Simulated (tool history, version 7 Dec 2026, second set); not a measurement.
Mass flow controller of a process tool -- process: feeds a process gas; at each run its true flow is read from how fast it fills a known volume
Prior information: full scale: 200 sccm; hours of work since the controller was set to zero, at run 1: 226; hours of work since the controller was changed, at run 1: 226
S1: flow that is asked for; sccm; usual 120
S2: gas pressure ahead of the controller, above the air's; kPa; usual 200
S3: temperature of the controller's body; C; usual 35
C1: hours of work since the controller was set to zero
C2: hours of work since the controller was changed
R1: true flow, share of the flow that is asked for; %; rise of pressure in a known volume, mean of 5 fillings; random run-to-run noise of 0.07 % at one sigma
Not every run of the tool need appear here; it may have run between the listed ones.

{"run": 1, "hour": 0.0, "S1": 120, "S2": 200, "S3": 35, "C1": 226, "C2": 226, "R1": 98.57}
{"run": 2, "hour": 151.4, "S1": 120, "S2": 200, "S3": 35, "C1": 290, "C2": 290, "R1": 98.37}
{"run": 3, "hour": 283.5, "S1": 120, "S2": 200, "S3": 35, "C1": 346, "C2": 346, "R1": 98.42}
{"run": 4, "hour": 400.1, "S1": 120, "S2": 200, "S3": 35, "C1": 395, "C2": 395, "R1": 98.42}
{"run": 5, "hour": 600.1, "S1": 120, "S2": 200, "S3": 35, "C1": 479, "C2": 479, "R1": 98.23}
{"run": 6, "hour": 684.0, "S1": 120, "S2": 200, "S3": 35, "C1": 515, "C2": 515, "R1": 98.21}
{"run": 7, "hour": 805.5, "S1": 120, "S2": 200, "S3": 35, "C1": 566, "C2": 566, "R1": 98.1}
{"run": 8, "hour": 929.0, "S1": 120, "S2": 200, "S3": 35, "C1": 618, "C2": 618, "R1": 98.08}
{"run": 9, "hour": 1097.8, "S1": 120, "S2": 200, "S3": 35, "C1": 690, "C2": 690, "R1": 97.96}
{"run": 10, "hour": 1191.6, "S1": 169, "S2": 200, "S3": 36, "C1": 729, "C2": 729, "R1": 98.39}

Predict the results of run 11:
{"run": 11, "hour": 1293.6, "S1": 169, "S2": 200, "S3": 36, "C1": 772, "C2": 772, "R1": "?"}

R1: 98.26 %
Minus the tool's unlogged condition, the same run would have read R1 98.91 %.

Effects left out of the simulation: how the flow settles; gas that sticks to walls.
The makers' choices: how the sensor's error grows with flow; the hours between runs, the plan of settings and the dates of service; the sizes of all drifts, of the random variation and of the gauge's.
